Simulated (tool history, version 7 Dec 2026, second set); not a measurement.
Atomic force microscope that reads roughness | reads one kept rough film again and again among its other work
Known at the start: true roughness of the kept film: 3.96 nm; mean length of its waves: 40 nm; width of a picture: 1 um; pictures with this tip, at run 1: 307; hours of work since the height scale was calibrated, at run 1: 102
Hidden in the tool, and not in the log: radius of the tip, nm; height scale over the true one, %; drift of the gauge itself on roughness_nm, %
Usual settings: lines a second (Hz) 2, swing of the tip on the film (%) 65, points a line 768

run,hour,lines a second (Hz),swing of the tip on the film (%),points a line,pictures with this tip,hours of work since the height scale was calibrated,roughness of the kept film (nm (root mean square))
1,0,2,65,768,307,102,3.315
2,5.8,2,65,768,320,106,3.296
3,11.9,2,65,768,333,110,3.298
4,15.8,0.51,65,768,341,112,3.388
# hour 20.8: new tip fitted
5,25.2,2,65,768,9,118,3.61
6,32.5,3.92,65,768,25,123,3.491
7,36.7,3.92,83,768,34,126,3.137
8,45.2,3.92,83,768,52,131,3.104
9,49.7,3.92,83,768,61,134,3.108
10,58.9,0.69,65,768,81,140,3.612
11,64.9,0.69,65,768,94,144,3.607
12,71.4,0.69,65,768,108,149,3.577
13,79.6,2,65,768,125,154,3.477
14,88.8,2,65,768,145,160,3.452
15,94.6,2,65,768,157,164,3.453
16,103.2,2,65,768,175,169,3.445
# hour 104.6: height scale calibrated on a step standard
17,112.7,2,65,768,193,5,3.431
# hour 120.3: height scale calibrated on a step standard, once more
18,123,2,65,768,213,2,3.418
19,129.7,2,65,768,227,6,3.398
20,136.2,2,57,549,241,10,3.415
21,141.6,2,65,297,253,14,3.312
22,149.7,2,65,297,270,19,3.332
23,153.6,2.03,60,453,278,22,3.362
24,157.6,2,66,932,287,25,3.344
25,163.3,2.33,55,914,299,28,3.369
26,171.6,0.95,55,389,317,34,3.372
27,178.9,0.95,55,389,332,39,3.363
# hour 187.6: new tip fitted
28,187.7,0.95,55,389,0,44,3.735
29,195.5,3.39,66,768,17,49,3.527
30,203.1,2.35,83,768,33,54,3.34
31,207,2.35,83,768,41,57,3.32
32,212.5,2.47,65,606,53,60,3.532
33,220.7,2.47,65,606,70,66,3.527
34,229.4,2.47,65,606,89,71,3.489
35,238.2,2.47,65,606,108,77,3.481
36,246.6,0.8,68,501,126,83,3.559
37,255.4,1.88,76,1011,144,89,3.374
38,263.9,2,57,659,163,94,3.509

4 ways to go on from here, each from the tool as it stands after run 38. What would each give?
A,269.7,3.08,63,768,175,98,?
B,269.7,2.26,76,793,175,98,?
C,269.7,3.68,70,1012,175,98,?
D,269.7,1.63,65,768,175,98,?

run,roughness of the kept film (nm (root mean square))
A,3.404
B,3.306
C,3.27
D,3.468
Without the tool's hidden state the same runs would have given:
run,roughness of the kept film (nm (root mean square))
A,3.602
B,3.499
C,3.461
D,3.67
